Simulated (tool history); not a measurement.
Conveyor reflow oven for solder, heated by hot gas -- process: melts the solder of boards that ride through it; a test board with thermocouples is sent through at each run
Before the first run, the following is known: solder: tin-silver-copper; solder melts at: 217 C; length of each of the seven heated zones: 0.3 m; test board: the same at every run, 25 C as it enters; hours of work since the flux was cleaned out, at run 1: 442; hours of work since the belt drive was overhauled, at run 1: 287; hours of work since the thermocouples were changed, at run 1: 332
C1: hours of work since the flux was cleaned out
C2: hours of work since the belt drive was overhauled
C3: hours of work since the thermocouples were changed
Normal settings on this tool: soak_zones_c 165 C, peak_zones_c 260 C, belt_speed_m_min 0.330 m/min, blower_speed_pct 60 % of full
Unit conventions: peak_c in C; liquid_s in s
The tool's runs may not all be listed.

run 1 hour=0.0 | soak_zones_c=165 peak_zones_c=260 belt_speed_m_min=0.330 blower_speed_pct=60 | C1=442 C2=287 C3=332 | peak_c=238.9 liquid_s=54.4
run 2 hour=19.1 | soak_zones_c=165 peak_zones_c=260 belt_speed_m_min=0.330 blower_speed_pct=60 | C1=452 C2=298 C3=343 | peak_c=237.2 liquid_s=54.7
run 3 hour=35.3 | soak_zones_c=165 peak_zones_c=260 belt_speed_m_min=0.330 blower_speed_pct=60 | C1=461 C2=307 C3=352 | peak_c=236.8 liquid_s=55.2
-- hour=44.1 flux residue cleaned out of gas plates and filters
run 4 hour=57.6 | soak_zones_c=165 peak_zones_c=260 belt_speed_m_min=0.330 blower_speed_pct=60 | C1=8 C2=317 C3=362 | peak_c=238.7 liquid_s=58.9
run 5 hour=70.9 | soak_zones_c=165 peak_zones_c=260 belt_speed_m_min=0.330 blower_speed_pct=69 | C1=15 C2=324 C3=369 | peak_c=243.0 liquid_s=64.9
run 6 hour=88.2 | soak_zones_c=165 peak_zones_c=260 belt_speed_m_min=0.330 blower_speed_pct=60 | C1=25 C2=334 C3=379 | peak_c=239.2 liquid_s=59.3
run 7 hour=105.3 | soak_zones_c=165 peak_zones_c=260 belt_speed_m_min=0.330 blower_speed_pct=88 | C1=34 C2=344 C3=389 | peak_c=248.0 liquid_s=75.0
run 8 hour=123.9 | soak_zones_c=165 peak_zones_c=260 belt_speed_m_min=0.330 blower_speed_pct=88 | C1=45 C2=354 C3=399 | peak_c=248.3 liquid_s=74.4
run 9 hour=140.0 | soak_zones_c=161 peak_zones_c=260 belt_speed_m_min=0.330 blower_speed_pct=88 | C1=54 C2=363 C3=408 | peak_c=247.2 liquid_s=71.5
run 10 hour=151.9 | soak_zones_c=161 peak_zones_c=260 belt_speed_m_min=0.330 blower_speed_pct=88 | C1=61 C2=370 C3=415 | peak_c=247.4 liquid_s=71.6
run 11 hour=170.4 | soak_zones_c=154 peak_zones_c=260 belt_speed_m_min=0.330 blower_speed_pct=60 | C1=71 C2=380 C3=425 | peak_c=237.2 liquid_s=49.5
run 12 hour=183.6 | soak_zones_c=154 peak_zones_c=260 belt_speed_m_min=0.330 blower_speed_pct=60 | C1=78 C2=388 C3=433 | peak_c=235.9 liquid_s=50.0
run 13 hour=197.3 | soak_zones_c=165 peak_zones_c=260 belt_speed_m_min=0.330 blower_speed_pct=53 | C1=86 C2=395 C3=440 | peak_c=236.5 liquid_s=52.5
run 14 hour=207.8 | soak_zones_c=165 peak_zones_c=260 belt_speed_m_min=0.330 blower_speed_pct=53 | C1=92 C2=401 C3=446 | peak_c=237.0 liquid_s=51.5
run 15 hour=217.7 | soak_zones_c=165 peak_zones_c=260 belt_speed_m_min=0.330 blower_speed_pct=81 | C1=97 C2=407 C3=452 | peak_c=246.3 liquid_s=71.2
run 16 hour=227.0 | soak_zones_c=165 peak_zones_c=260 belt_speed_m_min=0.294 blower_speed_pct=60 | C1=103 C2=412 C3=457 | peak_c=243.6 liquid_s=74.8
run 17 hour=243.7 | soak_zones_c=165 peak_zones_c=257 belt_speed_m_min=0.294 blower_speed_pct=60 | C1=112 C2=421 C3=466 | peak_c=241.2 liquid_s=70.5
run 18 hour=261.7 | soak_zones_c=179 peak_zones_c=257 belt_speed_m_min=0.329 blower_speed_pct=79 | C1=122 C2=431 C3=477 | peak_c=245.3 liquid_s=79.3
run 19 hour=275.7 | soak_zones_c=160 peak_zones_c=265 belt_speed_m_min=0.286 blower_speed_pct=64 | C1=130 C2=439 C3=484 | peak_c=249.3 liquid_s=84.1
run 20 hour=288.2 | soak_zones_c=165 peak_zones_c=260 belt_speed_m_min=0.325 blower_speed_pct=60 | C1=137 C2=446 C3=491 | peak_c=239.9 liquid_s=60.3
run 21 hour=306.6 | soak_zones_c=165 peak_zones_c=268 belt_speed_m_min=0.330 blower_speed_pct=60 | C1=147 C2=457 C3=502 | peak_c=245.0 liquid_s=68.1
run 22 hour=321.0 | soak_zones_c=165 peak_zones_c=268 belt_speed_m_min=0.330 blower_speed_pct=60 | C1=155 C2=465 C3=510 | peak_c=246.0 liquid_s=67.6
run 23 hour=330.9 | soak_zones_c=176 peak_zones_c=250 belt_speed_m_min=0.330 blower_speed_pct=70 | C1=161 C2=470 C3=515 | peak_c=236.1 liquid_s=62.1
run 24 hour=349.0 | soak_zones_c=159 peak_zones_c=260 belt_speed_m_min=0.330 blower_speed_pct=60 | C1=171 C2=480 C3=526 | peak_c=237.5 liquid_s=53.6
run 25 hour=368.4 | soak_zones_c=161 peak_zones_c=248 belt_speed_m_min=0.271 blower_speed_pct=60 | C1=182 C2=491 C3=536 | peak_c=234.5 liquid_s=66.0
run 26 hour=386.9 | soak_zones_c=168 peak_zones_c=260 belt_speed_m_min=0.357 blower_speed_pct=69 | C1=192 C2=502 C3=547 | peak_c=240.4 liquid_s=56.6
run 27 hour=398.9 | soak_zones_c=152 peak_zones_c=272 belt_speed_m_min=0.387 blower_speed_pct=59 | C1=199 C2=508 C3=554 | peak_c=237.0 liquid_s=41.1
run 28 hour=410.0 | soak_zones_c=170 peak_zones_c=260 belt_speed_m_min=0.330 blower_speed_pct=60 | C1=205 C2=515 C3=560 | peak_c=240.3 liquid_s=62.7
run 29 hour=427.0 | soak_zones_c=178 peak_zones_c=266 belt_speed_m_min=0.299 blower_speed_pct=73 | C1=215 C2=524 C3=569 | peak_c=254.2 liquid_s=97.6
run 30 hour=436.7 | soak_zones_c=151 peak_zones_c=261 belt_speed_m_min=0.330 blower_speed_pct=60 | C1=220 C2=530 C3=575 | peak_c=235.5 liquid_s=49.2
run 31 hour=449.6 | soak_zones_c=175 peak_zones_c=249 belt_speed_m_min=0.291 blower_speed_pct=70 | C1=228 C2=537 C3=582 | peak_c=239.0 liquid_s=76.3
run 32 hour=461.2 | soak_zones_c=153 peak_zones_c=260 belt_speed_m_min=0.330 blower_speed_pct=90 | C1=234 C2=543 C3=589 | peak_c=245.6 liquid_s=67.0

The same runs without the tool's hidden state, with the same run-to-run variation:
Hidden state at play: heat that the gas passes to the board, % of a clean oven's; belt's true speed, % of the reading; true gas temperature in zones 6 and 7 over the reading, C; drift of the gauge itself on peak_c, C; drift of the gauge itself on liquid_s, %.
run=1 peak_c=239.8 liquid_s=56.4
run=2 peak_c=238.1 liquid_s=56.7
run=3 peak_c=237.6 liquid_s=57.3
run=4 peak_c=237.5 liquid_s=56.6
run=5 peak_c=241.8 liquid_s=62.9
run=6 peak_c=238.1 liquid_s=57.0
run=7 peak_c=246.8 liquid_s=73.3
run=8 peak_c=247.2 liquid_s=72.7
run=9 peak_c=246.1 liquid_s=69.8
run=10 peak_c=246.3 liquid_s=70.0
run=11 peak_c=236.1 liquid_s=47.4
run=12 peak_c=234.8 liquid_s=47.8
run=13 peak_c=235.4 liquid_s=50.2
run=14 peak_c=235.9 liquid_s=49.2
run=15 peak_c=245.2 liquid_s=69.6
run=16 peak_c=242.4 liquid_s=72.6
run=17 peak_c=240.0 liquid_s=68.2
run=18 peak_c=244.2 liquid_s=77.6
run=19 peak_c=248.1 liquid_s=82.1
run=20 peak_c=238.8 liquid_s=58.4
run=21 peak_c=244.0 liquid_s=66.4
run=22 peak_c=245.0 liquid_s=65.9
run=23 peak_c=235.1 liquid_s=60.1
run=24 peak_c=236.5 liquid_s=51.8
run=25 peak_c=233.2 liquid_s=63.1
run=26 peak_c=239.6 liquid_s=55.3
run=27 peak_c=236.4 liquid_s=40.0
run=28 peak_c=239.4 liquid_s=61.0
run=29 peak_c=253.1 liquid_s=95.9
run=30 peak_c=234.7 liquid_s=47.7
run=31 peak_c=237.8 liquid_s=74.1
run=32 peak_c=244.8 liquid_s=66.1
